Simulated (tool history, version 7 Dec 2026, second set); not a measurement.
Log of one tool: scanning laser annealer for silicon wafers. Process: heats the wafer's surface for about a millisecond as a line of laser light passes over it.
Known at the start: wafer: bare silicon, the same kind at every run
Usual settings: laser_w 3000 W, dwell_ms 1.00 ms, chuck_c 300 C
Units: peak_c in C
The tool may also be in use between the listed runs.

run     day  laser_w  dwell_ms  chuck_c  peak_c
  1   0.000     3000      1.00      300     989
  2   0.546     3000      1.03      300    1001
  3   1.371     3000      1.03      300     998
  4   2.075     3000      0.73      300     899
  5   2.783     3000      1.00      300     988
  6   3.675     3000      1.00      300     988
  7   4.696     3000      1.00      300     989
  8   5.183     3000      1.00      282     967
  9   5.842     3000      1.00      282     972
 10   6.808     3000      1.00      282     968
 11   7.283     3000      1.00      282     965
 12   8.104     3000      1.00      282     968
 13   8.746     3000      0.89      282     932
      8.950  -- laser's power meter calibrated
 14   9.446     3000      0.89      282     933
 15  10.029     3132      0.80      282     935
 16  10.921     3132      0.85      295     963
 17  11.467     3132      0.85      295     960
 18  12.250     3132      0.85      295     960
 19  13.054     2886      0.71      321     888
     13.400  -- laser's power meter calibrated, once more
 20  14.150     2886      1.02      321     979
 21  14.683     2881      0.84      292     897
     15.208  -- window over the wafer cleaned
 22  15.812     2779      1.00      300     949

Run 23 comes next. What will it give?
 23  16.675     3000      0.85      274       ?

Run 23 gave peak_c 932 C.
Without the tool's hidden state the same run would have given peak_c 942 C.
